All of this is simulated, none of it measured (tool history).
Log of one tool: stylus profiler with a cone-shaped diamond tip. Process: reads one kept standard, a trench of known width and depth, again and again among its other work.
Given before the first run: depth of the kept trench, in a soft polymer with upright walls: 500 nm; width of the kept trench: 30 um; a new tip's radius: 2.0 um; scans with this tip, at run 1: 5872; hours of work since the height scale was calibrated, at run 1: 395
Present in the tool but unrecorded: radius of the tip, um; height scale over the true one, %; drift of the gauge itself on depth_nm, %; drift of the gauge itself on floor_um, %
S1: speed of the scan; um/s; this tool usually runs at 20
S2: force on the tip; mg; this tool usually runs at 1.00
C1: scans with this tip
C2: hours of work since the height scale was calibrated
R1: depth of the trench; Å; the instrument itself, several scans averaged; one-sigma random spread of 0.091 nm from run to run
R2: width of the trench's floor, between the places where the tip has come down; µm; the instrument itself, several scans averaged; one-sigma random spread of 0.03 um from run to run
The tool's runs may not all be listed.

Run 1, hour 0.0: usual settings; C1 5872; C2 395. Result: R1 5015.8 Å, R2 26.94 µm.
Run 2, hour 32.8: usual settings; C1 6191; C2 416. Result: R1 5015.4 Å, R2 26.89 µm.
Run 3, hour 49.5: usual settings but S1 18 um/s; C1 6352; C2 427. Result: R1 5015.2 Å, R2 26.88 µm.
Run 4, hour 64.2: usual settings but S1 14 um/s; C1 6495; C2 437. Result: R1 5015.9 Å, R2 26.91 µm.
Run 5, hour 87.6: usual settings but S2 2.62 mg; C1 6723; C2 452. Result: R1 5029.7 Å, R2 26.88 µm.
Run 6, hour 104.2: usual settings but S2 2.62 mg; C1 6883; C2 463. Result: R1 5028.7 Å, R2 26.88 µm.
Run 7, hour 132.3: usual settings but S2 2.62 mg; C1 7156; C2 481. Result: R1 5028.5 Å, R2 26.86 µm.
Run 8, hour 146.5: usual settings but S2 1.81 mg; C1 7294; C2 490. Result: R1 5022.8 Å, R2 26.82 µm.
Run 9, hour 178.6: usual settings but S2 1.16 mg; C1 7606; C2 511. Result: R1 5015.4 Å, R2 26.82 µm.
Run 10, hour 201.2: usual settings but S2 1.16 mg; C1 7825; C2 526. Result: R1 5016.8 Å, R2 26.80 µm.
Run 11, hour 231.4: usual settings but S2 1.16 mg; C1 8118; C2 546. Result: R1 5015.1 Å, R2 26.82 µm.
Run 12, hour 257.1: usual settings but S2 1.16 mg; C1 8367; C2 562. Result: R1 5014.1 Å, R2 26.80 µm.
Run 13, hour 276.6: usual settings but S2 1.16 mg; C1 8557; C2 575. Result: R1 5015.5 Å, R2 26.81 µm.
Run 14, hour 299.8: usual settings but S1 8 um/s, S2 1.16 mg; C1 8782; C2 590. Result: R1 5015.2 Å, R2 26.86 µm.
Run 15, hour 328.2: usual settings but S2 0.37 mg; C1 9058; C2 609. Result: R1 5004.7 Å, R2 26.61 µm.
Run 16, hour 359.2: usual settings but S2 0.62 mg; C1 9358; C2 629. Result: R1 5007.5 Å, R2 26.70 µm.
Run 17, hour 382.2: usual settings but S2 0.62 mg; C1 9581; C2 644. Result: R1 5007.1 Å, R2 26.64 µm.
Run 18, hour 398.9: usual settings but S2 0.62 mg; C1 9744; C2 655. Result: R1 5006.2 Å, R2 26.70 µm.
Run 19, hour 425.5: usual settings but S2 0.62 mg; C1 10002; C2 672. Result: R1 5006.6 Å, R2 26.73 µm.
Run 20, hour 450.8: usual settings but S2 0.62 mg; C1 10248; C2 689. Result: R1 5008.2 Å, R2 26.68 µm.
Run 21, hour 464.7: usual settings but S2 0.38 mg; C1 10382; C2 698. Result: R1 5003.2 Å, R2 26.63 µm.
Run 22, hour 486.7: usual settings but S2 0.38 mg; C1 10596; C2 712. Result: R1 5004.1 Å, R2 26.62 µm.
Run 23, hour 500.5: usual settings but S1 68 um/s, S2 1.23 mg; C1 10730; C2 721. Result: R1 5015.6 Å, R2 26.41 µm.
Run 24, hour 515.9: usual settings but S1 68 um/s, S2 1.23 mg; C1 10879; C2 731. Result: R1 5013.2 Å, R2 26.42 µm.
Run 25, hour 538.8: usual settings but S1 68 um/s, S2 1.23 mg; C1 11101; C2 746. Result: R1 5015.1 Å, R2 26.41 µm.
Run 26, hour 568.7: usual settings but S2 0.42 mg; C1 11392; C2 766. Result: R1 5004.0 Å, R2 26.61 µm.
Run 27, hour 587.7: usual settings but S2 0.42 mg; C1 11577; C2 778. Result: R1 5003.0 Å, R2 26.60 µm.
Run 28, hour 602.5: usual settings but S1 60 um/s, S2 1.33 mg; C1 11720; C2 788. Result: R1 5014.8 Å, R2 26.40 µm.
Run 29, hour 622.7: usual settings but S1 60 um/s, S2 1.33 mg; C1 11916; C2 801. Result: R1 5015.2 Å, R2 26.41 µm.
Run 30, hour 643.3: usual settings but S1 60 um/s, S2 1.33 mg; C1 12116; C2 814. Result: R1 5013.9 Å, R2 26.42 µm.
Run 31, hour 670.4: usual settings but S1 42 um/s, S2 0.40 mg; C1 12379; C2 832. Result: R1 5002.7 Å, R2 26.37 µm.
Run 32, hour 698.4: usual settings but S1 42 um/s, S2 0.40 mg; C1 12651; C2 850. Result: R1 5001.2 Å, R2 26.36 µm.
Run 33, hour 727.1: usual settings but S1 42 um/s, S2 0.40 mg; C1 12929; C2 869. Result: R1 5001.7 Å, R2 26.30 µm.
Run 34, hour 743.6: usual settings but S2 1.14 mg; C1 13090; C2 880. Result: R1 5012.9 Å, R2 26.61 µm.
Run 35, hour 769.4: usual settings but S1 10 um/s, S2 0.93 mg; C1 13339; C2 897. Result: R1 5008.1 Å, R2 26.65 µm.
Run 36, hour 786.8: usual settings but S1 7 um/s, S2 1.17 mg; C1 13508; C2 908. Result: R1 5010.6 Å, R2 26.55 µm.
Run 37, hour 819.5: usual settings but S1 24 um/s, S2 0.56 mg; C1 13826; C2 929. Result: R1 5004.8 Å, R2 26.45 µm.
Run 38, hour 850.1: usual settings but S1 24 um/s, S2 0.56 mg; C1 14123; C2 949. Result: R1 5003.9 Å, R2 26.42 µm.
Run 39, hour 878.0: usual settings but S1 72 um/s, S2 2.54 mg; C1 14394; C2 968. Result: R1 5025.9 Å, R2 26.33 µm.
Run 40, hour 907.1: usual settings but S1 72 um/s, S2 2.54 mg; C1 14676; C2 987. Result: R1 5024.4 Å, R2 26.31 µm.
Run 41, hour 937.7: usual settings but S2 0.82 mg; C1 14973; C2 1007. Result: R1 5006.0 Å, R2 26.48 µm.
Run 42, hour 960.5: usual settings but S1 12 um/s, S2 1.79 mg; C1 15195; C2 1021. Result: R1 5016.1 Å, R2 26.51 µm.
Run 43, hour 980.5: usual settings but S1 60 um/s, S2 0.35 mg; C1 15389; C2 1034. Result: R1 5000.9 Å, R2 26.03 µm.

Here are 3 independent what-if runs from the current tool condition. What would each one return?
Run A, hour 999.2: usual settings but S1 5 um/s, S2 0.35 mg; C1 15570; C2 1047. Result: R1 ?, R2 ?.
Run B, hour 999.2: usual settings but S1 5 um/s, S2 0.55 mg; C1 15570; C2 1047. Result: R1 ?, R2 ?.
Run C, hour 999.2: usual settings but S1 9 um/s, S2 1.69 mg; C1 15570; C2 1047. Result: R1 ?, R2 ?.

run      R1     R2
  A  4999.2  26.51
  B  5003.6  26.53
  C  5015.9  26.57
With the hidden condition removed and each run's random variation left untouched, the same runs would have given:
run      R1     R2
  A  5008.0  27.32
  B  5012.4  27.34
  C  5024.8  27.38
